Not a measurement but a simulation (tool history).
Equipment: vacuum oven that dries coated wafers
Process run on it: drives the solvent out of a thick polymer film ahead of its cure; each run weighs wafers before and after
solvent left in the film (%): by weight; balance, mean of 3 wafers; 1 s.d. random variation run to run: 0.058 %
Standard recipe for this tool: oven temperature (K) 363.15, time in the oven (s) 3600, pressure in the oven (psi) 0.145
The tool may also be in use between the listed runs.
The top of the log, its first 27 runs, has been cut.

| run | hour | oven temperature (K) | time in the oven (s) | pressure in the oven (psi) | hours of work since the thermocouples were calibrated | hours of work since the vacuum gauge was cleaned of residue | solvent left in the film (%) |
|---|---|---|---|---|---|---|---|
| 28 | 450.6 | 360.15 | 1860 | 0.364 | 429 | 791 | 10.18 |
| 29 | 474.4 | 360.15 | 1860 | 0.364 | 448 | 810 | 10.01 |
| 30 | 496.6 | 363.15 | 3600 | 0.136 | 466 | 828 | 3.63 |
| 31 | 514 | 355.15 | 3600 | 0.077 | 480 | 842 | 6.41 |
| 32 | 524.4 | 355.15 | 3600 | 0.077 | 488 | 850 | 6.45 |
| 33 | 537.8 | 355.15 | 3600 | 0.077 | 499 | 861 | 6.57 |
| 34 | 554 | 377.15 | 3180 | 0.525 | 512 | 874 | 2.67 |
| 35 | 564.5 | 357.15 | 6060 | 0.109 | 520 | 882 | 3.08 |
| 36 | 582.8 | 356.15 | 6000 | 0.109 | 534 | 897 | 3.48 |
| 37 | 601.5 | 363.15 | 3720 | 0.467 | 549 | 911 | 5.63 |
| 38 | 621.1 | 363.15 | 2880 | 0.145 | 565 | 927 | 4.9 |
| 39 | 639.9 | 352.15 | 3660 | 0.555 | 580 | 942 | 11.55 |
| 40 | 657.9 | 364.15 | 2040 | 0.152 | 594 | 956 | 6.63 |
| 41 | 670.9 | 375.15 | 3000 | 0.545 | 605 | 967 | 3.22 |
| 42 | 683.8 | 374.15 | 3600 | 0.206 | 615 | 977 | 1.44 |
| 43 | 705.2 | 374.15 | 2460 | 0.206 | 632 | 994 | 2.35 |

What does the tool deliver on the next run?
| 44 | 725.4 | 363.15 | 5940 | 0.228 | 648 | 1010 | ? |

{"run 44": {"solvent left in the film (%)": 2.69}}
On a tool with no hidden condition, and with the same random variation, this run would have come out at solvent left in the film (%) 2.17.
